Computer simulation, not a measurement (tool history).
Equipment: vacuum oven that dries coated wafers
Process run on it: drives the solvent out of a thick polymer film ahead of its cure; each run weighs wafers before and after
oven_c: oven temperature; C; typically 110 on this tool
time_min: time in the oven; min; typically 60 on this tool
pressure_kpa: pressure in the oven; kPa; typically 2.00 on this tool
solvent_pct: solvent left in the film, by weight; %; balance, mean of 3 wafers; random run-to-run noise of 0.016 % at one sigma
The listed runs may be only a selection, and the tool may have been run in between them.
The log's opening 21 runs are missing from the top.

| run | hour | oven_c | time_min | pressure_kpa | hours of work since the thermocouples were calibrated | hours of work since the vacuum gauge was cleaned of residue | solvent_pct |
|---|---|---|---|---|---|---|---|
| 22 | 1702.0 | 110 | 60 | 1.68 | 1011 | 1588 | 1.16 |
| 23 | 1795.7 | 103 | 60 | 1.68 | 1051 | 1628 | 2.24 |
| 24 | 1891.3 | 110 | 79 | 3.26 | 1093 | 1669 | 1.71 |
| 25 | 1997.9 | 110 | 45 | 2.00 | 1138 | 1715 | 1.74 |
| 26 | 2060.5 | 100 | 34 | 2.00 | 1165 | 1742 | 4.91 |
| 27 | 2174.9 | 111 | 60 | 1.60 | 1215 | 1791 | 1.05 |
| 28 | 2255.8 | 111 | 60 | 1.60 | 1249 | 1826 | 1.07 |
| 29 | 2315.7 | 96 | 66 | 6.14 | 1275 | 1851 | 6.42 |
| 30 | 2436.5 | 96 | 48 | 2.02 | 1327 | 1903 | 4.82 |
| 31 | 2489.2 | 115 | 100 | 2.02 | 1350 | 1926 | 0.85 |
| 32 | 2599.5 | 115 | 100 | 2.02 | 1397 | 1973 | 0.82 |
| 33 | 2653.0 | 110 | 60 | 2.79 | 1420 | 1996 | 1.71 |
| 34 | 2760.6 | 110 | 84 | 2.00 | 1466 | 2043 | 1.10 |
| 35 | 2840.2 | 110 | 84 | 2.00 | 1501 | 2077 | 1.04 |
| 36 | 2942.5 | 123 | 92 | 4.34 | 1545 | 2121 | 1.39 |
| 37 | 3047.3 | 123 | 92 | 4.34 | 1590 | 2166 | 1.39 |
|  | 3103.1 | oven's thermocouples calibrated |
| 38 | 3142.2 | 97 | 92 | 3.99 | 17 | 2206 | 4.02 |
| 39 | 3230.8 | 97 | 92 | 3.99 | 55 | 2244 | 4.04 |
| 40 | 3291.0 | 102 | 90 | 6.93 | 81 | 2270 | 4.81 |
| 41 | 3342.1 | 101 | 77 | 7.37 | 103 | 2292 | 5.52 |
| 42 | 3441.5 | 109 | 83 | 1.43 | 146 | 2335 | 0.84 |
| 43 | 3495.0 | 109 | 83 | 1.43 | 169 | 2358 | 0.88 |
| 44 | 3566.2 | 120 | 68 | 1.27 | 199 | 2388 | 0.46 |
| 45 | 3622.4 | 97 | 73 | 1.51 | 223 | 2412 | 2.90 |

Here are 3 independent what-if runs from the current tool condition. What would each one return?
| A | 3718.8 | 110 | 100 | 2.00 | 265 | 2454 | ? |
| B | 3718.8 | 109 | 34 | 5.71 | 265 | 2454 | ? |
| C | 3718.8 | 109 | 62 | 5.32 | 265 | 2454 | ? |

| run | solvent_pct |
|---|---|
| A | 1.01 |
| B | 4.25 |
| C | 3.03 |
Without the tool's hidden state the same runs would have given:
| run | solvent_pct |
|---|---|
| A | 1.01 |
| B | 4.25 |
| C | 3.02 |
